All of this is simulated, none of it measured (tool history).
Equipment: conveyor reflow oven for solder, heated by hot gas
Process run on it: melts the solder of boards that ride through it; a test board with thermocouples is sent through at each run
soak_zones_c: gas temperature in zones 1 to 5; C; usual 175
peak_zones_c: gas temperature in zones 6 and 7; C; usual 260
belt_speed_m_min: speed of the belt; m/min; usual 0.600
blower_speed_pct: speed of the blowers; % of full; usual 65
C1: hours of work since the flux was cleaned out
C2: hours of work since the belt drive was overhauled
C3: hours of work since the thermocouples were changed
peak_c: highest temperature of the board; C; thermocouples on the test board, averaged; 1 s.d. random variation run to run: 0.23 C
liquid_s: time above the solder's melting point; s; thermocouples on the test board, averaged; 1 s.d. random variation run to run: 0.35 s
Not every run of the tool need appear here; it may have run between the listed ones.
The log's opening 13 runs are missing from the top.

Run 14, hour 363.7: usual settings; C1 263; C2 1273; C3 1246. Result: peak_c 243.8 C, liquid_s 53.4 s.
Run 15, hour 402.2: usual settings but peak_zones_c 267 C; C1 293; C2 1303; C3 1276. Result: peak_c 249.8 C, liquid_s 58.3 s.
Run 16, hour 427.7: usual settings but peak_zones_c 267 C, belt_speed_m_min 0.704 m/min, blower_speed_pct 84 % of full; C1 313; C2 1322; C3 1295. Result: peak_c 247.9 C, liquid_s 48.8 s.
Run 17, hour 466.6: usual settings but peak_zones_c 267 C, belt_speed_m_min 0.704 m/min, blower_speed_pct 84 % of full; C1 343; C2 1352; C3 1325. Result: peak_c 247.9 C, liquid_s 47.5 s.
Run 18, hour 490.9: usual settings but peak_zones_c 273 C, belt_speed_m_min 0.704 m/min, blower_speed_pct 56 % of full; C1 361; C2 1371; C3 1344. Result: peak_c 244.9 C, liquid_s 44.0 s.
Run 19, hour 515.4: usual settings but peak_zones_c 273 C, belt_speed_m_min 0.704 m/min, blower_speed_pct 56 % of full; C1 380; C2 1390; C3 1363. Result: peak_c 244.8 C, liquid_s 43.4 s.
At hour 522.7: flux residue cleaned out of gas plates and filters.
Run 20, hour 550.2: usual settings but peak_zones_c 273 C, belt_speed_m_min 0.704 m/min, blower_speed_pct 56 % of full; C1 21; C2 1413; C3 1386. Result: peak_c 246.4 C, liquid_s 45.5 s.
At hour 557.5: belt drive overhauled, speed set with a stopwatch.
Run 21, hour 595.0: usual settings but blower_speed_pct 84 % of full; C1 53; C2 29; C3 1418. Result: peak_c 248.9 C, liquid_s 60.2 s.
Run 22, hour 613.5: usual settings but blower_speed_pct 84 % of full; C1 67; C2 43; C3 1432. Result: peak_c 248.9 C, liquid_s 60.2 s.
Run 23, hour 641.1: usual settings but soak_zones_c 160 C, belt_speed_m_min 0.622 m/min; C1 88; C2 64; C3 1453. Result: peak_c 240.8 C, liquid_s 42.4 s.
At hour 654.0: thermocouples of zones 6 and 7 changed.
Run 24, hour 671.2: usual settings but soak_zones_c 160 C, belt_speed_m_min 0.622 m/min; C1 110; C2 86; C3 13. Result: peak_c 238.1 C, liquid_s 39.8 s.
At hour 709.1: belt drive overhauled, speed set with a stopwatch, once more.
Run 25, hour 712.9: usual settings but soak_zones_c 160 C, belt_speed_m_min 0.610 m/min, blower_speed_pct 88 % of full; C1 139; C2 3; C3 42. Result: peak_c 241.9 C, liquid_s 44.5 s.
Run 26, hour 736.9: usual settings but belt_speed_m_min 0.558 m/min; C1 157; C2 21; C3 61. Result: peak_c 243.2 C, liquid_s 54.9 s.
Run 27, hour 774.3: usual settings but soak_zones_c 185 C, peak_zones_c 250 C, belt_speed_m_min 0.647 m/min; C1 186; C2 50; C3 90. Result: peak_c 232.7 C, liquid_s 37.7 s.
Run 28, hour 801.3: usual settings but peak_zones_c 272 C, belt_speed_m_min 0.647 m/min; C1 207; C2 71; C3 110. Result: peak_c 247.4 C, liquid_s 49.8 s.
Run 29, hour 841.2: usual settings but peak_zones_c 272 C, belt_speed_m_min 0.711 m/min, blower_speed_pct 63 % of full; C1 238; C2 102; C3 141. Result: peak_c 243.2 C, liquid_s 40.6 s.
Run 30, hour 870.2: usual settings but peak_zones_c 256 C, belt_speed_m_min 0.657 m/min, blower_speed_pct 63 % of full; C1 260; C2 124; C3 164. Result: peak_c 234.0 C, liquid_s 35.1 s.

Each row is a separate what-if for the run after 30, all from the same tool condition, not one after another. Results?
Run A, hour 898.2: usual settings but peak_zones_c 253 C, belt_speed_m_min 0.702 m/min, blower_speed_pct 63 % of full; C1 282; C2 146; C3 185. Result: peak_c ?, liquid_s ?.
Run B, hour 898.2: usual settings but peak_zones_c 256 C, belt_speed_m_min 0.657 m/min, blower_speed_pct 73 % of full; C1 282; C2 146; C3 185. Result: peak_c ?, liquid_s ?.
Run C, hour 898.2: usual settings but peak_zones_c 267 C, belt_speed_m_min 0.501 m/min, blower_speed_pct 54 % of full; C1 282; C2 146; C3 185. Result: peak_c ?, liquid_s ?.

run  peak_c  liquid_s
  A   228.8      24.7
  B   236.1      38.0
  C   250.5      69.9
Without the tool's unlogged condition, the same runs would have read:
run  peak_c  liquid_s
  A   229.3      25.8
  B   236.6      39.0
  C   250.5      70.1
